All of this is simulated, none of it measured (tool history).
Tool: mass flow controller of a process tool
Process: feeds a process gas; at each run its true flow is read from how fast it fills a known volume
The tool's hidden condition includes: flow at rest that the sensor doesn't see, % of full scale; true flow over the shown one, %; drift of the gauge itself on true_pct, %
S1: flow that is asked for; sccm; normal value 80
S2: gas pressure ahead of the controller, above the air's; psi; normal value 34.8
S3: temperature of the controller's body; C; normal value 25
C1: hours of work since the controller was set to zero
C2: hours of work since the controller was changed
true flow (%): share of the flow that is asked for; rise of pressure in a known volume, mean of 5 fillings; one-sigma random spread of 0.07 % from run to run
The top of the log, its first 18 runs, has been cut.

run 19 hour=1246 | S1=37 S2=34.8 S3=25 | C1=2645 C2=2645 | true_flow_(%)=100.58
run 20 hour=1310.3 | S1=80 S2=34.8 S3=25 | C1=2686 C2=2686 | true_flow_(%)=99.52
run 21 hour=1403.3 | S1=80 S2=34.8 S3=25 | C1=2744 C2=2744 | true_flow_(%)=99.52
run 22 hour=1494 | S1=80 S2=34.8 S3=25 | C1=2801 C2=2801 | true_flow_(%)=99.64
run 23 hour=1565.4 | S1=80 S2=20.6 S3=25 | C1=2845 C2=2845 | true_flow_(%)=99.68
run 24 hour=1624.8 | S1=80 S2=34.1 S3=25 | C1=2883 C2=2883 | true_flow_(%)=99.62
run 25 hour=1733.6 | S1=80 S2=20.7 S3=25 | C1=2951 C2=2951 | true_flow_(%)=99.78
run 26 hour=1817.5 | S1=80 S2=20.7 S3=25 | C1=3003 C2=3003 | true_flow_(%)=99.67
run 27 hour=1903.1 | S1=55 S2=37.6 S3=26 | C1=3057 C2=3057 | true_flow_(%)=99.99

Expected results for the next run?
run 28 hour=1957.7 | S1=80 S2=30.7 S3=31 | C1=3091 C2=3091 | true_flow_(%)=?

{"run 28": {"true flow (%)": 100.05}}
Minus the tool's unlogged condition, the same run would have read true flow (%) 99.6.
